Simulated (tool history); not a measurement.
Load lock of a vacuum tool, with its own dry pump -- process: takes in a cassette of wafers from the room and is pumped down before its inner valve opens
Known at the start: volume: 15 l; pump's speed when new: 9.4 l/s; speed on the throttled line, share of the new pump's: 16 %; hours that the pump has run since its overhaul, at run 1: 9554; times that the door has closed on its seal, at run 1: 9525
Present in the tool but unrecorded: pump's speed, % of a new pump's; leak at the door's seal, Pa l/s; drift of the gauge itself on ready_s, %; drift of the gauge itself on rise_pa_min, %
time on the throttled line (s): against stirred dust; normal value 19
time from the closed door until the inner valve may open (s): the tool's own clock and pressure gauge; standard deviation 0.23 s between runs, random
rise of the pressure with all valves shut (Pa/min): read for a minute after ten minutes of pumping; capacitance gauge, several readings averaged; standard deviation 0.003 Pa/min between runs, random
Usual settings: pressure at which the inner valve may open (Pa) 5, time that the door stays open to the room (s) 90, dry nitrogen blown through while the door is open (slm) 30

run    hour  time on the throttled line (s)  pressure at which the inner valve may open (Pa)  time that the door stays open to the room (s)  dry nitrogen blown through while the door is open (slm)  hours that the pump has run since its overhaul  times that the door has closed on its seal  incoming humidity of the room's air, %  time from the closed door until the inner valve may open (s)  rise of the pressure with all valves shut (Pa/min)
  1     0.0                              19                                                5                                             90                                                       30                                            9554                                        9525                                    41.8                                                          34.8                                               0.085
  2   115.4                              19                                                5                                             90                                                       30                                            9670                                        9929                                    44.2                                                          34.3                                               0.089
      193.4  -- dry pump taken out, an overhauled one fitted
  3   196.8                              19                                                5                                             90                                                       30                                               3                                       10193                                    42.1                                                          31.7                                               0.093
  4   262.4                              19                                                5                                             90                                                       30                                              69                                       10422                                    48.8                                                          31.5                                               0.094
  5   408.8                              19                                                5                                             90                                                       30                                             215                                       10934                                    45.6                                                          31.7                                               0.092
  6   506.6                              19                                                5                                             90                                                       30                                             313                                       11276                                    48.4                                                          32.1                                               0.104
  7   637.4                              19                                                5                                             90                                                       30                                             444                                       11734                                    44.6                                                          32.3                                               0.099
  8   716.8                              19                                                5                                             90                                                       30                                             523                                       12011                                    41.3                                                          32.2                                               0.092
  9   854.1                              19                                                5                                             90                                                       30                                             661                                       12492                                    46.3                                                          31.4                                               0.104
 10   968.3                              24                                                5                                             90                                                       30                                             775                                       12891                                    44.7                                                          36.1                                               0.105
 11  1110.6                              24                                                5                                             90                                                       34                                             917                                       13389                                    45.2                                                          36.4                                               0.101
 12  1196.1                              19                                                5                                             90                                                       30                                            1003                                       13688                                    47.4                                                          32.2                                               0.109
 13  1270.7                              19                                                5                                             90                                                       30                                            1077                                       13949                                    43.2                                                          32.2                                               0.106
 14  1379.3                              19                                                5                                             90                                                       30                                            1186                                       14329                                    46.7                                                          32.1                                               0.112
 15  1477.9                              19                                                5                                             90                                                       30                                            1285                                       14674                                    43.7                                                          32.8                                               0.106
 16  1572.4                              19                                                8                                             90                                                       30                                            1379                                       15004                                    46.5                                                          31.4                                               0.111
 17  1656.1                              19                                                5                                             90                                                       30                                            1463                                       15297                                    44.2                                                          32.6                                               0.111
 18  1797.5                              19                                                5                                             26                                                       30                                            1604                                       15792                                    42.6                                                          31.9                                               0.099
 19  1927.0                              19                                                5                                             90                                                       30                                            1734                                       16245                                    45.2                                                          32.4                                               0.120
 20  2064.3                              25                                                7                                            109                                                       25                                            1871                                       16725                                    43.7                                                          36.6                                               0.127
 21  2186.6                              25                                                6                                            109                                                       25                                            1993                                       17153                                    43.7                                                          36.9                                               0.135
 22  2273.6                              25                                                6                                            109                                                       25                                            2080                                       17457                                    44.5                                                          37.5                                               0.136
 23  2409.2                              25                                                4                                            163                                                       37                                            2216                                       17932                                    45.7                                                          37.2                                               0.144
 24  2491.8                              19                                                5                                             90                                                       13                                            2298                                       18220                                    46.9                                                          32.2                                               0.159
 25  2583.9                              27                                               10                                             27                                                       13                                            2391                                       18542                                    47.3                                                          37.5                                               0.127
 26  2686.8                              27                                               10                                             27                                                       13                                            2493                                       18902                                    42.0                                                          37.7                                               0.132
 27  2778.1                              35                                                6                                            148                                                       18                                            2585                                       19222                                    43.3                                                          45.5                                               0.166
 28  2839.5                              35                                                6                                            148                                                       40                                            2646                                       19436                                    49.6                                                          45.3                                               0.152
 29  2900.7                              35                                                6                                             66                                                       40                                            2707                                       19650                                    45.7                                                          45.6                                               0.135
 30  3017.8                              19                                                7                                             90                                                       30                                            2824                                       20060                                    46.9                                                          31.6                                               0.142
 31  3164.7                              30                                                4                                             83                                                       26                                            2971                                       20574                                    44.5                                                          42.3                                               0.146
 32  3234.7                              30                                                4                                             83                                                       26                                            3041                                       20819                                    47.5                                                          42.2                                               0.157
 33  3366.8                              19                                                5                                             90                                                        5                                            3173                                       21281                                    43.9                                                          32.3                                               0.198
 34  3499.6                              19                                                5                                             90                                                        5                                            3306                                       21746                                    45.6                                                          32.4                                               0.203
 35  3566.8                              19                                                5                                             90                                                        5                                            3373                                       21980                                    43.3                                                          32.3                                               0.198
 36  3647.2                              24                                                5                                            100                                                        5                                            3454                                       22262                                    44.3                                                          36.6                                               0.206
 37  3730.3                              28                                                5                                            100                                                        8                                            3537                                       22552                                    43.5                                                          40.4                                               0.196

What if the next run were any one of these 4? Each begins from the tool's condition after run 37:
  A  3796.2                              19                                                5                                             90                                                        5                                            3603                                       22783                                    45.3                                                             ?                                                   ?
  B  3796.2                              12                                                5                                             73                                                       30                                            3603                                       22783                                    46.6                                                             ?                                                   ?
  C  3796.2                              33                                                4                                             90                                                       30                                            3603                                       22783                                    48.8                                                             ?                                                   ?
  D  3796.2                              12                                                5                                             26                                                       30                                            3603                                       22783                                    45.4                                                             ?                                                   ?

run  time from the closed door until the inner valve may open (s)  rise of the pressure with all valves shut (Pa/min)
  A                                                          32.7                                               0.209
  B                                                          27.4                                               0.163
  C                                                          44.7                                               0.163
  D                                                          26.9                                               0.146
Take away the tool's hidden state, keep each run's random variation, and the runs would have read:
run  time from the closed door until the inner valve may open (s)  rise of the pressure with all valves shut (Pa/min)
  A                                                          31.9                                               0.105
  B                                                          26.4                                               0.057
  C                                                          44.0                                               0.058
  D                                                          25.9                                               0.039
